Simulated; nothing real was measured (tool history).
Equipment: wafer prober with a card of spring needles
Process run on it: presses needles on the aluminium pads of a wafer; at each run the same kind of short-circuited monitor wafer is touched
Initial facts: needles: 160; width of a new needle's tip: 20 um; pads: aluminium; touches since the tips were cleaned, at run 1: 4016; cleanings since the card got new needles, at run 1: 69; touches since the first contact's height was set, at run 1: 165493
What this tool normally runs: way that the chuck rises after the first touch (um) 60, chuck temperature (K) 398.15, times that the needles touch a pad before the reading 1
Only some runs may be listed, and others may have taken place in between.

run     day  way that the chuck rises after the first touch (um)  chuck temperature (K)  times that the needles touch a pad before the reading  touches since the tips were cleaned  cleanings since the card got new needles  touches since the first contact's height was set  resistance of one needle with its contact and lead (mohm)  way that a needle slides on the pad (um)
  1       0                                                   60                 398.15                                                      1                                 4016                                        69                                            165493                                                        223                                     11.85
      0.096  -- tips cleaned on abrasive film
      0.533  -- tips cleaned on abrasive film
  2   0.692                                                   41                 398.15                                                      1                                 1978                                        71                                            173943                                                        250                                      7.95
      0.912  -- tips cleaned on abrasive film
        1.3  -- tips cleaned on abrasive film
      1.683  -- tips cleaned on abrasive film
      1.762  -- height of the first contact set anew
  3   1.812                                                   41                 398.15                                                      1                                 1427                                        74                                               578                                                        235                                       8.6
      2.104  -- tips cleaned on abrasive film
      2.517  -- tips cleaned on abrasive film
  4   2.838                                                   41                 398.15                                                      1                                 3974                                        76                                             13165                                                        266                                      8.49
      2.921  -- tips cleaned on abrasive film
      3.346  -- tips cleaned on abrasive film
      3.779  -- tips cleaned on abrasive film
  5   3.842                                                   41                 398.15                                                      1                                  792                                        79                                             25371                                                        227                                      8.44
      4.208  -- tips cleaned on abrasive film
  6   4.517                                                   41                 398.15                                                      1                                 3806                                        80                                             33621                                                        269                                      8.44
        4.6  -- tips cleaned on abrasive film
      4.983  -- tips cleaned on abrasive film
      5.412  -- tips cleaned on abrasive film
  7    5.65                                                   41                 398.15                                                      1                                 2895                                        83                                             47456                                                        263                                      8.41
      5.812  -- tips cleaned on abrasive film
      6.258  -- tips cleaned on abrasive film
  8   6.258                                                   60                 362.15                                                      1                                    0                                        85                                             54862                                                        183                                     12.36
      6.683  -- tips cleaned on abrasive film
      7.062  -- tips cleaned on abrasive film
  9   7.358                                                   60                 362.15                                                      1                                 3641                                        87                                             68305                                                        213                                     12.28
      7.496  -- tips cleaned on abrasive film
      7.938  -- tips cleaned on abrasive film
 10   8.262                                                   68                 362.15                                                      1                                 4017                                        89                                             79360                                                        208                                     13.78
      8.317  -- tips cleaned on abrasive film
        8.7  -- tips cleaned on abrasive film
 11   8.771                                                   68                 362.15                                                      1                                  892                                        91                                             85563                                                        190                                     13.75
      9.167  -- tips cleaned on abrasive film
      9.596  -- tips cleaned on abrasive film
 12   9.817                                                   60                 398.15                                                      1                                 2708                                        93                                             98342                                                        218                                      12.2
         10  -- tips cleaned on abrasive film
     10.396  -- tips cleaned on abrasive film
 13  10.688                                                   60                 398.15                                                      2                                 3556                                        95                                            108957                                                        207                                     12.04
     10.775  -- tips cleaned on abrasive film
     11.188  -- tips cleaned on abrasive film
 14  11.392                                                   60                 398.15                                                      2                                 2519                                        97                                            117536                                                        205                                     12.23
     11.579  -- tips cleaned on abrasive film
     12.008  -- tips cleaned on abrasive film
 15    12.3                                                   60                 398.15                                                      1                                 3623                                        99                                            128676                                                        224                                     11.95
     12.412  -- tips cleaned on abrasive film
     12.804  -- tips cleaned on abrasive film
     13.254  -- tips cleaned on abrasive film
 16  13.354                                                   60                 398.15                                                      1                                 1224                                       102                                            141493                                                        204                                     11.91
     13.692  -- tips cleaned on abrasive film
 17  13.917                                                   71                 316.15                                                      2                                 2799                                       103                                            148388                                                        182                                     14.27
     14.104  -- tips cleaned on abrasive film
     14.504  -- tips cleaned on abrasive film
 18  14.588                                                   58                 388.15                                                      2                                 1038                                       105                                            156576                                                        200                                     11.52
     14.938  -- tips cleaned on abrasive film
     15.342  -- tips cleaned on abrasive film
 19  15.396                                                   52                 388.15                                                      2                                  655                                       107                                            166416                                                        200                                     10.29
     15.746  -- tips cleaned on abrasive film
     16.154  -- tips cleaned on abrasive film
 20  16.183                                                   69                 398.15                                                      2                                  371                                       109                                            176052                                                        188                                     13.69
     16.571  -- tips cleaned on abrasive film
 21  16.746                                                   49                 311.15                                                      2                                 2149                                       110                                            182906                                                        207                                       9.7
     16.992  -- tips cleaned on abrasive film
     17.062  -- height of the first contact set anew
     17.388  -- tips cleaned on abrasive film
 22  17.471                                                   45                 316.15                                                      1                                  996                                       112                                              4967                                                        209                                      9.35
     17.792  -- tips cleaned on abrasive film
     18.217  -- tips cleaned on abrasive film
 23  18.433                                                   57                 316.15                                                      1                                 2695                                       114                                             16743                                                        214                                     11.91
     18.629  -- tips cleaned on abrasive film
     19.025  -- tips cleaned on abrasive film
 24  19.342                                                   57                 316.15                                                      1                                 3907                                       116                                             27846                                                        213                                      11.8
     19.438  -- tips cleaned on abrasive film
     19.879  -- tips cleaned on abrasive film
 25  19.992                                                   47                 363.15                                                      1                                 1421                                       118                                             35774                                                        226                                      9.73
     20.296  -- tips cleaned on abrasive film
 26  20.662                                                   73                 398.15                                                      1                                 4544                                       119                                             43978                                                        213                                     15.04
     20.717  -- tips cleaned on abrasive film
     21.125  -- tips cleaned on abrasive film
 27  21.246                                                   56                 395.15                                                      2                                 1514                                       121                                             51081                                                        205                                      11.5
     21.508  -- tips cleaned on abrasive film
 28  21.879                                                   52                 383.15                                                      2                                 4539                                       122                                             58820                                                        225                                     10.71
     21.933  -- tips cleaned on abrasive film
     22.325  -- tips cleaned on abrasive film
     22.717  -- tips cleaned on abrasive film
 29  22.958                                                   74                 300.15                                                      1                                 2980                                       125                                             71988                                                        192                                     15.35

How would selected steps in resistance of one needle with its contact and lead (mohm) from run to run divide? Give the signed amount a tool lacking its hidden state would still show from settings, what came in and random variation, and the signed amount left for the hidden state, including any gauge scatter that is not in both of the compared results.
What the log doesn't record here: debris on the tips, nm; way that the needles fall short of the set height, um; tips' diameter, um; drift of the gauge itself on contact_mohm, %; drift of the gauge itself on scrub_um, %.
Run 5 -> 6: tips cleaned on abrasive film. resistance of one needle with its contact and lead (mohm) +42: hidden state +43, all else -1.
Run 7 -> 8: way that the chuck rises after the first touch (um) 41 -> 60, chuck temperature (K) 398.15 -> 362.15, tips cleaned on abrasive film, tips cleaned on abrasive film. resistance of one needle with its contact and lead (mohm) -80: hidden state -58, all else -22.
